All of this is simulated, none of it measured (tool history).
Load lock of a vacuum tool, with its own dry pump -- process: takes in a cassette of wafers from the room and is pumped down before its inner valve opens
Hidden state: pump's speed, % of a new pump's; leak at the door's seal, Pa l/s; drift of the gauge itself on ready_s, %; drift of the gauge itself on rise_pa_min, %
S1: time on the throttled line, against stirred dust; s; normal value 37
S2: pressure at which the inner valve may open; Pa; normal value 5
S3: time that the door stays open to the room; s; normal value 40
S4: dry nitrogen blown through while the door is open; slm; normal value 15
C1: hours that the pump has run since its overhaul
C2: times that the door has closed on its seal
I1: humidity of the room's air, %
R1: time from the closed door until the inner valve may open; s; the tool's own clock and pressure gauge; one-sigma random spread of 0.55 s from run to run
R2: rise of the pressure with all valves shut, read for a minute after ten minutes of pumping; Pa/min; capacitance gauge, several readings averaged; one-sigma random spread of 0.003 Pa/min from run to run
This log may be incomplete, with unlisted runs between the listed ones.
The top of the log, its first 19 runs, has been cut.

{"run": 20, "hour": 6236.6, "S1": 69, "S2": 5, "S3": 40, "S4": 15, "C1": 8147, "C2": 22067, "I1": 46.4, "R1": 107.1, "R2": 0.105}
{"run": 21, "hour": 6446.7, "S1": 37, "S2": 5, "S3": 49, "S4": 5, "C1": 8357, "C2": 22636, "I1": 43.2, "R1": 83.5, "R2": 0.117}
{"run": 22, "hour": 6816.1, "S1": 57, "S2": 8, "S3": 25, "S4": 5, "C1": 8727, "C2": 23637, "I1": 45.6, "R1": 94.8, "R2": 0.115}
{"run": 23, "hour": 7028.0, "S1": 57, "S2": 8, "S3": 25, "S4": 5, "C1": 8939, "C2": 24210, "I1": 48.0, "R1": 94.9, "R2": 0.128}
{"run": 24, "hour": 7276.2, "S1": 57, "S2": 8, "S3": 25, "S4": 17, "C1": 9187, "C2": 24883, "I1": 43.5, "R1": 94.6, "R2": 0.117}
{"run": 25, "hour": 7526.2, "S1": 57, "S2": 8, "S3": 25, "S4": 17, "C1": 9437, "C2": 25560, "I1": 50.2, "R1": 95.7, "R2": 0.114}
{"run": 26, "hour": 7817.3, "S1": 18, "S2": 8, "S3": 64, "S4": 15, "C1": 9728, "C2": 26348, "I1": 44.9, "R1": 69.5, "R2": 0.134}
{"run": 27, "hour": 8259.5, "S1": 18, "S2": 8, "S3": 64, "S4": 15, "C1": 10170, "C2": 27546, "I1": 45.8, "R1": 68.8, "R2": 0.146}
{"run": 28, "hour": 8572.3, "S1": 37, "S2": 9, "S3": 96, "S4": 7, "C1": 10483, "C2": 28393, "I1": 46.0, "R1": 81.8, "R2": 0.161}
{"run": 29, "hour": 8890.1, "S1": 37, "S2": 5, "S3": 81, "S4": 30, "C1": 10801, "C2": 29254, "I1": 47.3, "R1": 86.8, "R2": 0.143}
{"run": 30, "hour": 9139.8, "S1": 48, "S2": 5, "S3": 40, "S4": 7, "C1": 11051, "C2": 29930, "I1": 45.0, "R1": 93.7, "R2": 0.159}
{"run": 31, "hour": 9536.4, "S1": 37, "S2": 5, "S3": 65, "S4": 15, "C1": 11447, "C2": 31004, "I1": 45.5, "R1": 87.2, "R2": 0.159}
{"run": 32, "hour": 9779.0, "S1": 37, "S2": 5, "S3": 166, "S4": 15, "C1": 11690, "C2": 31662, "I1": 43.8, "R1": 86.8, "R2": 0.177}
{"run": 33, "hour": 10192.6, "S1": 35, "S2": 7, "S3": 50, "S4": 37, "C1": 12103, "C2": 32782, "I1": 41.4, "R1": 83.9, "R2": 0.161}
{"run": 34, "hour": 10489.0, "S1": 37, "S2": 5, "S3": 40, "S4": 15, "C1": 12400, "C2": 33585, "I1": 44.4, "R1": 87.3, "R2": 0.18}
{"run": 35, "hour": 10696.8, "S1": 44, "S2": 5, "S3": 40, "S4": 15, "C1": 12607, "C2": 34147, "I1": 47.1, "R1": 94.6, "R2": 0.176}
{"run": 36, "hour": 11109.6, "S1": 21, "S2": 5, "S3": 28, "S4": 15, "C1": 13020, "C2": 35266, "I1": 46.7, "R1": 77.2, "R2": 0.196}
{"run": 37, "hour": 11472.5, "S1": 62, "S2": 6, "S3": 69, "S4": 25, "C1": 13383, "C2": 36249, "I1": 44.9, "R1": 104.6, "R2": 0.196}
{"run": 38, "hour": 11860.7, "S1": 62, "S2": 6, "S3": 69, "S4": 25, "C1": 13771, "C2": 37300, "I1": 46.1, "R1": 105.9, "R2": 0.207}

What if the next run were any one of these 3? Each begins from the tool's condition after run 38:
{"run": "A", "hour": 12288.9, "S1": 52, "S2": 6, "S3": 54, "S4": 15, "C1": 14200, "C2": 38460, "I1": 45.0, "R1": "?", "R2": "?"}
{"run": "B", "hour": 12288.9, "S1": 22, "S2": 6, "S3": 140, "S4": 44, "C1": 14200, "C2": 38460, "I1": 44.1, "R1": "?", "R2": "?"}
{"run": "C", "hour": 12288.9, "S1": 37, "S2": 5, "S3": 120, "S4": 5, "C1": 14200, "C2": 38460, "I1": 41.4, "R1": "?", "R2": "?"}

run=A R1=98.5 R2=0.214
run=B R1=78.3 R2=0.209
run=C R1=89.8 R2=0.240
Stripped of hidden state, with their random variation kept, the same runs would have yielded:
run=A R1=87.0 R2=0.016
run=B R1=64.6 R2=0.009
run=C R1=76.8 R2=0.040

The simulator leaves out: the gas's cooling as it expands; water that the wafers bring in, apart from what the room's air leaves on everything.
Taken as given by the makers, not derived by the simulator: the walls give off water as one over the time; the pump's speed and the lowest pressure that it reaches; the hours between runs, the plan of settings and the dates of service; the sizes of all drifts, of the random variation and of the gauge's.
